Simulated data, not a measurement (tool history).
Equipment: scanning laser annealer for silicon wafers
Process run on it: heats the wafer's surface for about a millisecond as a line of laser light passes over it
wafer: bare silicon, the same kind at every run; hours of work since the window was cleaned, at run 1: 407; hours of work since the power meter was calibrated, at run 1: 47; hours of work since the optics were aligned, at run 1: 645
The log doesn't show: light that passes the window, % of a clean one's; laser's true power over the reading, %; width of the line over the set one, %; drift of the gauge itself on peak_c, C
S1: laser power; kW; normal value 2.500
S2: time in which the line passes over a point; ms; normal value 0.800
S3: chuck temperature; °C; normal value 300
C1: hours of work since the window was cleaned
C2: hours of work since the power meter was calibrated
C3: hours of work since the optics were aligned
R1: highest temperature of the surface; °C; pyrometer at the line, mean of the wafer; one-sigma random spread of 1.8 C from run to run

| run | hour | S1 | S2 | S3 | C1 | C2 | C3 | R1 |
|---|---|---|---|---|---|---|---|---|
| 1 | 0.0 | 2.500 | 0.800 | 300 | 407 | 47 | 645 | 1026 |
| 2 | 9.6 | 2.500 | 0.800 | 300 | 414 | 54 | 652 | 1026 |
| 3 | 16.2 | 2.500 | 0.800 | 332 | 418 | 58 | 656 | 1054 |
| 4 | 26.4 | 2.500 | 0.800 | 300 | 425 | 65 | 663 | 1025 |
| 5 | 39.6 | 2.500 | 0.800 | 300 | 434 | 74 | 672 | 1023 |
| 6 | 55.0 | 2.708 | 0.800 | 300 | 444 | 84 | 682 | 1105 |
| 7 | 66.2 | 2.500 | 0.800 | 285 | 452 | 92 | 690 | 1007 |
| 8 | 74.6 | 2.500 | 0.800 | 285 | 458 | 98 | 695 | 1006 |
| 9 | 81.8 | 2.500 | 0.800 | 285 | 462 | 102 | 700 | 1008 |
| 10 | 92.0 | 2.500 | 0.800 | 285 | 469 | 109 | 707 | 1006 |
| 11 | 100.1 | 2.500 | 0.800 | 300 | 475 | 115 | 713 | 1021 |
| 12 | 109.0 | 2.500 | 0.800 | 300 | 481 | 121 | 719 | 1018 |
| 13 | 119.6 | 2.220 | 0.800 | 300 | 488 | 128 | 726 | 911 |
| 14 | 129.9 | 2.220 | 0.800 | 300 | 495 | 135 | 733 | 910 |
| 15 | 144.0 | 2.500 | 0.800 | 334 | 504 | 144 | 742 | 1049 |
| 16 | 154.4 | 2.500 | 0.800 | 334 | 511 | 151 | 749 | 1048 |
| 17 | 165.6 | 2.500 | 0.800 | 334 | 519 | 159 | 757 | 1048 |
| 18 | 175.7 | 2.500 | 0.734 | 334 | 526 | 166 | 763 | 1024 |
| 19 | 182.8 | 2.500 | 0.734 | 334 | 530 | 170 | 768 | 1019 |
| 20 | 197.3 | 2.500 | 0.734 | 334 | 540 | 180 | 778 | 1022 |
|  | 207.6 | window over the wafer cleaned |
| 21 | 212.8 | 2.500 | 0.821 | 273 | 4 | 189 | 787 | 1056 |

Run 22 comes next. What will it give?
| 22 | 225.7 | 2.731 | 0.782 | 324 | 12 | 198 | 796 | ? |

{"run 22": {"R1": 1185}}
On a tool with no hidden condition, and with the same random variation, this run would have come out at R1 1194 °C.

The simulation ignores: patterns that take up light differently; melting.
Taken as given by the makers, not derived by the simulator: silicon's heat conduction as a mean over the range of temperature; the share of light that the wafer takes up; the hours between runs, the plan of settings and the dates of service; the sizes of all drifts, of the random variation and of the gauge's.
